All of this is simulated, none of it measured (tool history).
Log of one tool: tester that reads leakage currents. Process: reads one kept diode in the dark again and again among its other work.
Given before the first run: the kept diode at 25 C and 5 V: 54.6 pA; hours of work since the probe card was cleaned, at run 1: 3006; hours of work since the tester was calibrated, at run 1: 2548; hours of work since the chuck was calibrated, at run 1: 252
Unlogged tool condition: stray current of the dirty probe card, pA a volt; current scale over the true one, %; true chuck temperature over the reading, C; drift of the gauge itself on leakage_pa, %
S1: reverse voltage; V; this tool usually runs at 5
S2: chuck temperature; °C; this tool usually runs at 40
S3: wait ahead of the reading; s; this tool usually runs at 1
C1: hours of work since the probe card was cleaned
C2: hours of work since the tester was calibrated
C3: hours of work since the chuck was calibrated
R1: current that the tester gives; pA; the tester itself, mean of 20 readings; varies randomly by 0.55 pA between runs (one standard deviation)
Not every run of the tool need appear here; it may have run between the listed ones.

Run 1, hour 0: usual settings; C1 3006; C2 2548; C3 252. Result: R1 194.83 pA.
Run 2, hour 92.8: usual settings; C1 3077; C2 2619; C3 323. Result: R1 193.95 pA.
Run 3, hour 144: usual settings; C1 3116; C2 2658; C3 362. Result: R1 194.37 pA.
Run 4, hour 212.9: usual settings; C1 3169; C2 2711; C3 415. Result: R1 193.69 pA.
Run 5, hour 299.4: usual settings; C1 3235; C2 2777; C3 481. Result: R1 193.44 pA.
At hour 330.7: probe card cleaned and baked.
Run 6, hour 359.1: usual settings but S2 30 °C; C1 22; C2 2820; C3 524. Result: R1 100.68 pA.
Run 7, hour 427.6: usual settings but S2 30 °C; C1 74; C2 2873; C3 577. Result: R1 100.34 pA.
Run 8, hour 522.7: usual settings but S1 1.3 V, S2 30 °C; C1 147; C2 2945; C3 649. Result: R1 46.38 pA.
Run 9, hour 593.5: usual settings but S2 60 °C; C1 201; C2 2999; C3 703. Result: R1 753.62 pA.
At hour 686: probe card cleaned and baked, once more.
Run 10, hour 686: usual settings; C1 0; C2 3068; C3 772. Result: R1 175.48 pA.
Run 11, hour 752.6: usual settings; C1 51; C2 3119; C3 823. Result: R1 175.88 pA.
Run 12, hour 797.6: usual settings; C1 85; C2 3153; C3 857. Result: R1 175.51 pA.
Run 13, hour 876.7: usual settings; C1 146; C2 3213; C3 917. Result: R1 175.61 pA.
Run 14, hour 939.3: usual settings but S1 16.2 V, S2 36 °C; C1 193; C2 3261; C3 965. Result: R1 235.43 pA.
Run 15, hour 1050.5: usual settings but S2 44 °C, S3 2.58 s; C1 278; C2 3346; C3 1050. Result: R1 233.36 pA.
Run 16, hour 1156.7: usual settings but S1 18.89 V, S2 34 °C, S3 0.39 s; C1 359; C2 3427; C3 1131. Result: R1 231.1 pA.
Run 17, hour 1214.3: usual settings but S1 18.89 V, S2 34 °C, S3 0.39 s; C1 403; C2 3471; C3 1175. Result: R1 232.69 pA.
Run 18, hour 1284.3: usual settings but S1 11.28 V, S2 29 °C; C1 457; C2 3525; C3 1229. Result: R1 115.17 pA.
Run 19, hour 1331.7: usual settings but S1 11.28 V, S2 29 °C; C1 493; C2 3561; C3 1265. Result: R1 115.42 pA.
Run 20, hour 1418.2: usual settings but S3 1.13 s; C1 559; C2 3627; C3 1331. Result: R1 172.07 pA.

Forecast run 21:
Run 21, hour 1471: usual settings but S3 1.13 s; C1 599; C2 3667; C3 1371. Result: R1 ?.

R1: 172.4 pA
On a tool with no hidden condition, and with the same random variation, this run would have come out at R1 183.22 pA.
